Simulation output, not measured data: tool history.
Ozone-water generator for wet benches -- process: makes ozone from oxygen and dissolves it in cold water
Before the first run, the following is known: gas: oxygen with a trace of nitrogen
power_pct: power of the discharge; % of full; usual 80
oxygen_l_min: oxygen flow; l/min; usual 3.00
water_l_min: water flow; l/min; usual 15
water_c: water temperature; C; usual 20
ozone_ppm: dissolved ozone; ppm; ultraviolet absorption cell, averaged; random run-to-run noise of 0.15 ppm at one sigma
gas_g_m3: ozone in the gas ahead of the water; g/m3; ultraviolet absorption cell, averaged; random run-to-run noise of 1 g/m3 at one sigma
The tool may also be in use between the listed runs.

run 1 hour=0.0 | power_pct=80 oxygen_l_min=3.00 water_l_min=15 water_c=20 | ozone_ppm=17.6 gas_g_m3=175.2
run 2 hour=34.7 | power_pct=80 oxygen_l_min=3.00 water_l_min=15 water_c=20 | ozone_ppm=17.7 gas_g_m3=174.8
run 3 hour=90.6 | power_pct=80 oxygen_l_min=3.00 water_l_min=15 water_c=12 | ozone_ppm=19.0 gas_g_m3=174.0
run 4 hour=129.8 | power_pct=80 oxygen_l_min=3.00 water_l_min=18 water_c=20 | ozone_ppm=15.3 gas_g_m3=175.1
run 5 hour=178.1 | power_pct=73 oxygen_l_min=3.00 water_l_min=15 water_c=20 | ozone_ppm=16.1 gas_g_m3=163.5
run 6 hour=231.1 | power_pct=73 oxygen_l_min=3.00 water_l_min=15 water_c=20 | ozone_ppm=16.2 gas_g_m3=165.0
run 7 hour=291.2 | power_pct=73 oxygen_l_min=3.00 water_l_min=15 water_c=20 | ozone_ppm=16.2 gas_g_m3=164.6
run 8 hour=336.3 | power_pct=73 oxygen_l_min=3.00 water_l_min=15 water_c=20 | ozone_ppm=16.2 gas_g_m3=163.3
run 9 hour=364.9 | power_pct=73 oxygen_l_min=3.00 water_l_min=15 water_c=20 | ozone_ppm=16.1 gas_g_m3=162.4
run 10 hour=418.1 | power_pct=80 oxygen_l_min=3.00 water_l_min=15 water_c=20 | ozone_ppm=17.2 gas_g_m3=173.2
run 11 hour=465.9 | power_pct=80 oxygen_l_min=3.00 water_l_min=15 water_c=20 | ozone_ppm=17.3 gas_g_m3=174.2
run 12 hour=516.2 | power_pct=80 oxygen_l_min=3.00 water_l_min=15 water_c=17 | ozone_ppm=18.1 gas_g_m3=172.8
run 13 hour=577.6 | power_pct=80 oxygen_l_min=3.00 water_l_min=15 water_c=20 | ozone_ppm=17.4 gas_g_m3=173.8
run 14 hour=608.3 | power_pct=80 oxygen_l_min=3.00 water_l_min=20 water_c=20 | ozone_ppm=13.7 gas_g_m3=174.1
run 15 hour=655.2 | power_pct=80 oxygen_l_min=3.00 water_l_min=20 water_c=20 | ozone_ppm=13.7 gas_g_m3=173.6
run 16 hour=707.8 | power_pct=89 oxygen_l_min=1.50 water_l_min=15 water_c=21 | ozone_ppm=17.3 gas_g_m3=279.9
-- hour=733.1 contactor cleaned
run 17 hour=767.0 | power_pct=89 oxygen_l_min=1.50 water_l_min=15 water_c=21 | ozone_ppm=17.5 gas_g_m3=278.5
run 18 hour=822.6 | power_pct=92 oxygen_l_min=1.50 water_l_min=15 water_c=27 | ozone_ppm=17.1 gas_g_m3=284.4
run 19 hour=878.5 | power_pct=53 oxygen_l_min=4.75 water_l_min=18 water_c=26 | ozone_ppm=10.6 gas_g_m3=98.9
run 20 hour=934.8 | power_pct=53 oxygen_l_min=4.75 water_l_min=18 water_c=26 | ozone_ppm=10.5 gas_g_m3=100.0
run 21 hour=987.0 | power_pct=95 oxygen_l_min=3.29 water_l_min=10 water_c=12 | ozone_ppm=29.0 gas_g_m3=183.7
run 22 hour=1019.7 | power_pct=95 oxygen_l_min=1.58 water_l_min=10 water_c=24 | ozone_ppm=24.5 gas_g_m3=278.6
run 23 hour=1058.9 | power_pct=44 oxygen_l_min=3.00 water_l_min=15 water_c=25 | ozone_ppm=10.9 gas_g_m3=115.8
run 24 hour=1084.2 | power_pct=73 oxygen_l_min=3.00 water_l_min=16 water_c=12 | ozone_ppm=17.3 gas_g_m3=161.3
run 25 hour=1132.4 | power_pct=73 oxygen_l_min=3.00 water_l_min=16 water_c=12 | ozone_ppm=17.1 gas_g_m3=161.3
run 26 hour=1187.4 | power_pct=73 oxygen_l_min=3.46 water_l_min=23 water_c=12 | ozone_ppm=12.9 gas_g_m3=148.7
run 27 hour=1214.2 | power_pct=73 oxygen_l_min=1.82 water_l_min=16 water_c=18 | ozone_ppm=15.0 gas_g_m3=215.0
run 28 hour=1240.8 | power_pct=43 oxygen_l_min=1.64 water_l_min=20 water_c=13 | ozone_ppm=8.8 gas_g_m3=161.9
run 29 hour=1302.9 | power_pct=63 oxygen_l_min=5.09 water_l_min=22 water_c=25 | ozone_ppm=10.6 gas_g_m3=107.0

Selected run-to-run steps in ozone_ppm, each split into two signed amounts: the part the tool would show with no hidden state at all (from settings, incoming material and random variation), and the remainder, which goes to the hidden state together with any gauge scatter not common to the measured and the hidden-state-free results:
Unlogged tool condition in this case: yield of the discharge, % of new electrodes'; contactor's efficiency, % of a clean one's; true water temperature over the reading, C; drift of the gauge itself on ozone_ppm, %; drift of the gauge itself on gas_g_m3, %.
Run 20 -> 21: power_pct 53 -> 95, oxygen_l_min 4.75 -> 3.29, water_l_min 18 -> 10, water_c 26 -> 12. ozone_ppm +18.5 ppm: hidden state -0.7, all else +19.2.
Run 22 -> 23: power_pct 95 -> 44, oxygen_l_min 1.58 -> 3.00, water_l_min 10 -> 15, water_c 24 -> 25. ozone_ppm -13.6 ppm: hidden state +0.7, all else -14.3.

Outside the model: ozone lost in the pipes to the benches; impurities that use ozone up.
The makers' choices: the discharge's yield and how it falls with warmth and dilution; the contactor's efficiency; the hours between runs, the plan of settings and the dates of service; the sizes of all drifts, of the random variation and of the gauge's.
